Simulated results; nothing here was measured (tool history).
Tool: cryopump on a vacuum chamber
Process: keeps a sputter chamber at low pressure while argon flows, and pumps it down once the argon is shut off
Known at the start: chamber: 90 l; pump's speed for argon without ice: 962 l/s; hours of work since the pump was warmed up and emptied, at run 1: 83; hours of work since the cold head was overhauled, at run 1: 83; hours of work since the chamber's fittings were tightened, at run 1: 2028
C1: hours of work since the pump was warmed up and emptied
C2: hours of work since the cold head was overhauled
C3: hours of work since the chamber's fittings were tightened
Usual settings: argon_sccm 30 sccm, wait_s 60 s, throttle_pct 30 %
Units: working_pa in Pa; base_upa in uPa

run 1 day=0 | argon_sccm=30 wait_s=60 throttle_pct=30 | C1=83 C2=83 C3=2028 | working_pa=0.1771 base_upa=2.21
run 2 day=0.571 | argon_sccm=30 wait_s=60 throttle_pct=30 | C1=94 C2=94 C3=2038 | working_pa=0.1782 base_upa=2.25
run 3 day=1.396 | argon_sccm=30 wait_s=60 throttle_pct=27 | C1=109 C2=109 C3=2053 | working_pa=0.1999 base_upa=2.26
run 4 day=2.117 | argon_sccm=30 wait_s=60 throttle_pct=50 | C1=122 C2=122 C3=2066 | working_pa=0.1078 base_upa=2.23
run 5 day=2.712 | argon_sccm=30 wait_s=60 throttle_pct=50 | C1=133 C2=133 C3=2077 | working_pa=0.1083 base_upa=2.4
run 6 day=3.412 | argon_sccm=30 wait_s=60 throttle_pct=50 | C1=145 C2=145 C3=2090 | working_pa=0.1072 base_upa=2.34
run 7 day=4.096 | argon_sccm=25 wait_s=60 throttle_pct=30 | C1=158 C2=158 C3=2102 | working_pa=0.1514 base_upa=2.29
run 8 day=4.783 | argon_sccm=25 wait_s=60 throttle_pct=30 | C1=170 C2=170 C3=2115 | working_pa=0.149 base_upa=2.29
run 9 day=5.308 | argon_sccm=25 wait_s=60 throttle_pct=30 | C1=180 C2=180 C3=2124 | working_pa=0.1482 base_upa=2.29
run 10 day=5.908 | argon_sccm=25 wait_s=60 throttle_pct=30 | C1=191 C2=191 C3=2135 | working_pa=0.15 base_upa=2.39
run 11 day=6.288 | argon_sccm=25 wait_s=60 throttle_pct=30 | C1=198 C2=198 C3=2142 | working_pa=0.1513 base_upa=2.34
run 12 day=6.7 | argon_sccm=25 wait_s=60 throttle_pct=30 | C1=205 C2=205 C3=2149 | working_pa=0.1489 base_upa=2.44

Forecast run 13:
run 13 day=7.3 | argon_sccm=25 wait_s=45 throttle_pct=38 | C1=216 C2=216 C3=2160 | working_pa=? base_upa=?

working_pa: 0.1204 Pa
base_upa: 2.59 uPa
Without the tool's hidden state the same run would have given working_pa 0.1168 Pa, base_upa 1.12 uPa.
